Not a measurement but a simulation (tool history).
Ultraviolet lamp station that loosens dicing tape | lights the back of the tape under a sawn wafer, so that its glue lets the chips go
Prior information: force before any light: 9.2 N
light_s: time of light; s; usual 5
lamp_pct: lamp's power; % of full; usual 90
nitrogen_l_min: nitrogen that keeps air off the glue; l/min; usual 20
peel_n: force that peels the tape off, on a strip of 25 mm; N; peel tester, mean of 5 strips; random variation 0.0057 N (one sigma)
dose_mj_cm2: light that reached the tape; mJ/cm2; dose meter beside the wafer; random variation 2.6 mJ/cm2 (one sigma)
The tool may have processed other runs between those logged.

Run 1, hour 0.0: usual settings. Result: peel_n 0.326 N, dose_mj_cm2 233 mJ/cm2.
Run 2, hour 21.0: usual settings. Result: peel_n 0.358 N, dose_mj_cm2 232 mJ/cm2.
Run 3, hour 51.4: usual settings. Result: peel_n 0.374 N, dose_mj_cm2 227 mJ/cm2.
Run 4, hour 66.5: usual settings. Result: peel_n 0.385 N, dose_mj_cm2 225 mJ/cm2.
Run 5, hour 90.7: usual settings. Result: peel_n 0.400 N, dose_mj_cm2 219 mJ/cm2.
Run 6, hour 118.5: usual settings. Result: peel_n 0.407 N, dose_mj_cm2 218 mJ/cm2.
Run 7, hour 143.4: usual settings. Result: peel_n 0.432 N, dose_mj_cm2 212 mJ/cm2.
Run 8, hour 175.3: usual settings but nitrogen_l_min 29 l/min. Result: peel_n 0.322 N, dose_mj_cm2 209 mJ/cm2.
Run 9, hour 204.8: usual settings but nitrogen_l_min 29 l/min. Result: peel_n 0.343 N, dose_mj_cm2 200 mJ/cm2.
Run 10, hour 230.5: usual settings but nitrogen_l_min 19 l/min. Result: peel_n 0.509 N, dose_mj_cm2 204 mJ/cm2.
Run 11, hour 248.6: usual settings. Result: peel_n 0.513 N, dose_mj_cm2 197 mJ/cm2.
Run 12, hour 278.1: usual settings but nitrogen_l_min 11 l/min. Result: peel_n 0.948 N, dose_mj_cm2 197 mJ/cm2.
Run 13, hour 291.0: usual settings but nitrogen_l_min 11 l/min. Result: peel_n 0.987 N, dose_mj_cm2 195 mJ/cm2.
At hour 293.8: window cleaned of glue's vapour.
Run 14, hour 314.6: usual settings but nitrogen_l_min 16 l/min. Result: peel_n 0.790 N, dose_mj_cm2 178 mJ/cm2.
Run 15, hour 331.6: usual settings but nitrogen_l_min 16 l/min. Result: peel_n 0.789 N, dose_mj_cm2 177 mJ/cm2.
At hour 354.4: lamp changed.
Run 16, hour 357.9: usual settings but nitrogen_l_min 15 l/min. Result: peel_n 0.235 N, dose_mj_cm2 298 mJ/cm2.
Run 17, hour 385.3: usual settings but lamp_pct 93 % of full, nitrogen_l_min 6 l/min. Result: peel_n 0.594 N, dose_mj_cm2 304 mJ/cm2.

What will run 18 give?
At hour 387.4: window cleaned of glue's vapour, once more.
Run 18, hour 415.9: usual settings but light_s 3 s, lamp_pct 95 % of full. Result: peel_n ?, dose_mj_cm2 ?.

{"run 18": {"peel_n": 0.464, "dose_mj_cm2": 210}}
Without the tool's hidden state the same run would have given peel_n 0.428 N, dose_mj_cm2 217 mJ/cm2.
